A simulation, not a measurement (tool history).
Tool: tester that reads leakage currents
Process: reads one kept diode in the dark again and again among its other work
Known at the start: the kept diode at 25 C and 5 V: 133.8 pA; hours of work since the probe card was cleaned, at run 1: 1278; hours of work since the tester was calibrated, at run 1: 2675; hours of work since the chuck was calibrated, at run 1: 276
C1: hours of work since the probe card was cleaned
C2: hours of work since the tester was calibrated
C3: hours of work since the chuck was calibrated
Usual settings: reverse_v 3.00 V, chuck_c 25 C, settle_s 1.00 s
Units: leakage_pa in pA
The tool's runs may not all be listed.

run 1 day=0.000 | reverse_v=3.00 chuck_c=25 settle_s=1.00 | C1=1278 C2=2675 C3=276 | leakage_pa=109.82
run 2 day=3.979 | reverse_v=3.00 chuck_c=25 settle_s=1.00 | C1=1352 C2=2749 C3=349 | leakage_pa=109.71
run 3 day=8.662 | reverse_v=3.00 chuck_c=25 settle_s=1.00 | C1=1438 C2=2836 C3=436 | leakage_pa=109.77
run 4 day=10.921 | reverse_v=3.00 chuck_c=25 settle_s=1.00 | C1=1480 C2=2878 C3=478 | leakage_pa=108.92
run 5 day=14.588 | reverse_v=3.00 chuck_c=25 settle_s=1.00 | C1=1548 C2=2946 C3=546 | leakage_pa=109.99
run 6 day=17.842 | reverse_v=3.00 chuck_c=46 settle_s=1.00 | C1=1608 C2=3006 C3=606 | leakage_pa=552.91
-- day=18.571 chuck's temperature calibrated
run 7 day=21.033 | reverse_v=3.00 chuck_c=46 settle_s=8.11 | C1=1666 C2=3063 C3=46 | leakage_pa=555.41
run 8 day=23.375 | reverse_v=3.00 chuck_c=46 settle_s=8.11 | C1=1709 C2=3107 C3=89 | leakage_pa=554.13
run 9 day=28.183 | reverse_v=3.00 chuck_c=38 settle_s=8.11 | C1=1798 C2=3196 C3=178 | leakage_pa=307.30
run 10 day=32.392 | reverse_v=3.00 chuck_c=38 settle_s=8.92 | C1=1876 C2=3274 C3=256 | leakage_pa=305.51
run 11 day=37.438 | reverse_v=3.00 chuck_c=38 settle_s=8.92 | C1=1970 C2=3367 C3=349 | leakage_pa=305.60
run 12 day=41.488 | reverse_v=3.00 chuck_c=38 settle_s=8.92 | C1=2045 C2=3442 C3=424 | leakage_pa=306.74
run 13 day=46.658 | reverse_v=3.00 chuck_c=25 settle_s=2.19 | C1=2140 C2=3538 C3=520 | leakage_pa=108.59
run 14 day=51.254 | reverse_v=5.30 chuck_c=25 settle_s=3.35 | C1=2225 C2=3623 C3=605 | leakage_pa=137.90
-- day=52.396 chuck's temperature calibrated
run 15 day=56.912 | reverse_v=3.00 chuck_c=36 settle_s=1.00 | C1=2329 C2=3726 C3=84 | leakage_pa=263.39
run 16 day=62.208 | reverse_v=10.31 chuck_c=52 settle_s=1.20 | C1=2427 C2=3824 C3=182 | leakage_pa=1400.18

5 ways to go on from here, each from the tool as it stands after run 16. What would each give?
run A day=65.121 | reverse_v=10.31 chuck_c=32 settle_s=1.30 | C1=2481 C2=3878 C3=236 | leakage_pa=?
run B day=65.121 | reverse_v=2.20 chuck_c=25 settle_s=1.00 | C1=2481 C2=3878 C3=236 | leakage_pa=?
run C day=65.121 | reverse_v=9.31 chuck_c=52 settle_s=1.20 | C1=2481 C2=3878 C3=236 | leakage_pa=?
run D day=65.121 | reverse_v=11.41 chuck_c=23 settle_s=1.92 | C1=2481 C2=3878 C3=236 | leakage_pa=?
run E day=65.121 | reverse_v=3.00 chuck_c=25 settle_s=0.67 | C1=2481 C2=3878 C3=236 | leakage_pa=?

run=A leakage_pa=318.63
run=B leakage_pa=96.76
run=C leakage_pa=1351.50
run=D leakage_pa=159.95
run=E leakage_pa=109.95
Without the tool's hidden state the same runs would have given:
run=A leakage_pa=318.58
run=B leakage_pa=96.75
run=C leakage_pa=1351.65
run=D leakage_pa=159.86
run=E leakage_pa=109.94

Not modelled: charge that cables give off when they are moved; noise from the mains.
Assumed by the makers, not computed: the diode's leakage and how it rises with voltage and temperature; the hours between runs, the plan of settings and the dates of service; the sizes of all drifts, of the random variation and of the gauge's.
